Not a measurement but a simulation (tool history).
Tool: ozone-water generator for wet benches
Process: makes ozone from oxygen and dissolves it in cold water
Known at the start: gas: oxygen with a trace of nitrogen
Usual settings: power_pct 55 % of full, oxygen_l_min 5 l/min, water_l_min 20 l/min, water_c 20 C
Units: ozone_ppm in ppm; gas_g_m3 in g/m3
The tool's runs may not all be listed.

| run | hour | power_pct | oxygen_l_min | water_l_min | water_c | ozone_ppm | gas_g_m3 |
|---|---|---|---|---|---|---|---|
| 1 | 0 | 55 | 5 | 20 | 20 | 25 | 214.2 |
| 2 | 23.7 | 55 | 5 | 20 | 20 | 24.7 | 212.4 |
| 3 | 66.4 | 55 | 5 | 20 | 20 | 25.2 | 212.7 |
| 4 | 107.4 | 55 | 5 | 20 | 20 | 25.1 | 214.4 |
| 5 | 157 | 55 | 5 | 20 | 20 | 24.8 | 211.4 |
| 6 | 206.9 | 55 | 5 | 20 | 20 | 24.7 | 214.3 |
| 7 | 245 | 55 | 5 | 20 | 20 | 24.7 | 212 |
| 8 | 272.6 | 62 | 7.21 | 20 | 18 | 29.7 | 202.3 |
| 9 | 302.3 | 62 | 7.21 | 20 | 18 | 29.8 | 202.3 |
| 10 | 339.7 | 68 | 2.95 | 20 | 13 | 26.8 | 292 |
| 11 | 380.5 | 63 | 5.76 | 26 | 20 | 23.2 | 224 |
| 12 | 421.5 | 83 | 5.02 | 31 | 20 | 23.8 | 279.6 |
| 13 | 454.2 | 80 | 5.02 | 29 | 20 | 24.4 | 272.7 |

Forecast each of these 3 alternatives for the next run:
| A | 498.8 | 91 | 5 | 30 | 20 | ? | ? |
| B | 498.8 | 54 | 5 | 21 | 13 | ? | ? |
| C | 498.8 | 55 | 6.29 | 20 | 20 | ? | ? |

| run | ozone_ppm | gas_g_m3 |
|---|---|---|
| A | 25.3 | 297.7 |
| B | 26.1 | 209.4 |
| C | 25.7 | 196.6 |
Without the tool's hidden state the same runs would have given:
| run | ozone_ppm | gas_g_m3 |
|---|---|---|
| A | 25.3 | 297.8 |
| B | 26.1 | 209.5 |
| C | 25.7 | 196.6 |
